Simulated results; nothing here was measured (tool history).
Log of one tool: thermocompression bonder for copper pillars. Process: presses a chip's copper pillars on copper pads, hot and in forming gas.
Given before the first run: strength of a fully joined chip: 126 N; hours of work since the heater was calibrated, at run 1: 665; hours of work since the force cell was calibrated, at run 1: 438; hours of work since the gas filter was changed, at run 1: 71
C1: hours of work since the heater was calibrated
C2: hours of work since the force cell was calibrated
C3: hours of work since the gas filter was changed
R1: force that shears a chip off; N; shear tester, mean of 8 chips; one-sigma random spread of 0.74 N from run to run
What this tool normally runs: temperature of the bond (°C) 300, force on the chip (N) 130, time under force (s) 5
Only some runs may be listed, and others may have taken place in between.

run 1 hour=0.0 | temperature_of_the_bond_(°C)=300 force_on_the_chip_(N)=130 time_under_force_(s)=5 | C1=665 C2=438 C3=71 | R1=75.0
run 2 hour=45.1 | temperature_of_the_bond_(°C)=300 force_on_the_chip_(N)=130 time_under_force_(s)=5 | C1=685 C2=459 C3=92 | R1=75.7
run 3 hour=79.7 | temperature_of_the_bond_(°C)=300 force_on_the_chip_(N)=193 time_under_force_(s)=5 | C1=701 C2=474 C3=108 | R1=101.2
run 4 hour=107.3 | temperature_of_the_bond_(°C)=275 force_on_the_chip_(N)=193 time_under_force_(s)=5 | C1=714 C2=487 C3=120 | R1=78.7
-- hour=152.9 forming gas filter changed
run 5 hour=165.7 | temperature_of_the_bond_(°C)=275 force_on_the_chip_(N)=193 time_under_force_(s)=5 | C1=740 C2=514 C3=6 | R1=78.5
run 6 hour=196.9 | temperature_of_the_bond_(°C)=275 force_on_the_chip_(N)=136 time_under_force_(s)=5 | C1=755 C2=528 C3=20 | R1=55.4
run 7 hour=231.0 | temperature_of_the_bond_(°C)=275 force_on_the_chip_(N)=136 time_under_force_(s)=5 | C1=770 C2=544 C3=36 | R1=56.3
run 8 hour=260.1 | temperature_of_the_bond_(°C)=275 force_on_the_chip_(N)=136 time_under_force_(s)=5 | C1=784 C2=557 C3=49 | R1=54.6
run 9 hour=290.2 | temperature_of_the_bond_(°C)=300 force_on_the_chip_(N)=130 time_under_force_(s)=5 | C1=797 C2=571 C3=63 | R1=74.8
run 10 hour=349.2 | temperature_of_the_bond_(°C)=300 force_on_the_chip_(N)=130 time_under_force_(s)=5 | C1=824 C2=598 C3=90 | R1=75.5
run 11 hour=409.8 | temperature_of_the_bond_(°C)=300 force_on_the_chip_(N)=130 time_under_force_(s)=5 | C1=852 C2=626 C3=118 | R1=74.7
run 12 hour=446.1 | temperature_of_the_bond_(°C)=323 force_on_the_chip_(N)=130 time_under_force_(s)=5 | C1=869 C2=642 C3=135 | R1=92.6
-- hour=459.8 forming gas filter changed
run 13 hour=507.3 | temperature_of_the_bond_(°C)=300 force_on_the_chip_(N)=130 time_under_force_(s)=5 | C1=897 C2=670 C3=22 | R1=75.3
-- hour=550.2 heater calibrated with a thermocouple chip
run 14 hour=568.2 | temperature_of_the_bond_(°C)=300 force_on_the_chip_(N)=115 time_under_force_(s)=5 | C1=8 C2=697 C3=49 | R1=67.0
run 15 hour=595.3 | temperature_of_the_bond_(°C)=300 force_on_the_chip_(N)=115 time_under_force_(s)=5 | C1=21 C2=710 C3=61 | R1=66.9
run 16 hour=642.4 | temperature_of_the_bond_(°C)=300 force_on_the_chip_(N)=115 time_under_force_(s)=5 | C1=42 C2=731 C3=83 | R1=66.8
run 17 hour=694.2 | temperature_of_the_bond_(°C)=321 force_on_the_chip_(N)=115 time_under_force_(s)=5 | C1=66 C2=755 C3=107 | R1=85.7
run 18 hour=735.4 | temperature_of_the_bond_(°C)=326 force_on_the_chip_(N)=80 time_under_force_(s)=8 | C1=85 C2=774 C3=126 | R1=75.9
-- hour=770.0 forming gas filter changed
run 19 hour=773.8 | temperature_of_the_bond_(°C)=300 force_on_the_chip_(N)=106 time_under_force_(s)=8 | C1=102 C2=791 C3=2 | R1=73.4
run 20 hour=826.4 | temperature_of_the_bond_(°C)=323 force_on_the_chip_(N)=126 time_under_force_(s)=6 | C1=126 C2=815 C3=26 | R1=97.6
run 21 hour=853.9 | temperature_of_the_bond_(°C)=323 force_on_the_chip_(N)=126 time_under_force_(s)=6 | C1=139 C2=828 C3=38 | R1=97.0
run 22 hour=910.2 | temperature_of_the_bond_(°C)=305 force_on_the_chip_(N)=130 time_under_force_(s)=3 | C1=165 C2=854 C3=64 | R1=68.2
run 23 hour=941.1 | temperature_of_the_bond_(°C)=300 force_on_the_chip_(N)=189 time_under_force_(s)=5 | C1=179 C2=868 C3=78 | R1=100.1
run 24 hour=988.0 | temperature_of_the_bond_(°C)=300 force_on_the_chip_(N)=189 time_under_force_(s)=5 | C1=201 C2=890 C3=100 | R1=99.4
run 25 hour=1038.9 | temperature_of_the_bond_(°C)=322 force_on_the_chip_(N)=130 time_under_force_(s)=12 | C1=224 C2=913 C3=123 | R1=110.1
-- hour=1078.0 forming gas filter changed
run 26 hour=1081.6 | temperature_of_the_bond_(°C)=292 force_on_the_chip_(N)=113 time_under_force_(s)=5 | C1=243 C2=932 C3=2 | R1=60.4
run 27 hour=1117.9 | temperature_of_the_bond_(°C)=282 force_on_the_chip_(N)=130 time_under_force_(s)=5 | C1=260 C2=949 C3=18 | R1=59.2
run 28 hour=1144.8 | temperature_of_the_bond_(°C)=282 force_on_the_chip_(N)=130 time_under_force_(s)=5 | C1=272 C2=961 C3=31 | R1=60.1
run 29 hour=1175.8 | temperature_of_the_bond_(°C)=313 force_on_the_chip_(N)=166 time_under_force_(s)=4 | C1=287 C2=975 C3=45 | R1=97.3
run 30 hour=1233.1 | temperature_of_the_bond_(°C)=313 force_on_the_chip_(N)=153 time_under_force_(s)=4 | C1=313 C2=1002 C3=71 | R1=93.8
run 31 hour=1283.7 | temperature_of_the_bond_(°C)=300 force_on_the_chip_(N)=93 time_under_force_(s)=8 | C1=336 C2=1025 C3=94 | R1=64.9

What if the next run were any one of these 3? Each begins from the tool's condition after run 31:
run A hour=1334.9 | temperature_of_the_bond_(°C)=294 force_on_the_chip_(N)=89 time_under_force_(s)=10 | C1=360 C2=1048 C3=118 | R1=?
run B hour=1334.9 | temperature_of_the_bond_(°C)=300 force_on_the_chip_(N)=194 time_under_force_(s)=8 | C1=360 C2=1048 C3=118 | R1=?
run C hour=1334.9 | temperature_of_the_bond_(°C)=300 force_on_the_chip_(N)=117 time_under_force_(s)=5 | C1=360 C2=1048 C3=118 | R1=?

run=A R1=61.8
run=B R1=107.4
run=C R1=68.9
Without the tool's hidden state the same runs would have given:
run=A R1=62.2
run=B R1=107.8
run=C R1=69.3

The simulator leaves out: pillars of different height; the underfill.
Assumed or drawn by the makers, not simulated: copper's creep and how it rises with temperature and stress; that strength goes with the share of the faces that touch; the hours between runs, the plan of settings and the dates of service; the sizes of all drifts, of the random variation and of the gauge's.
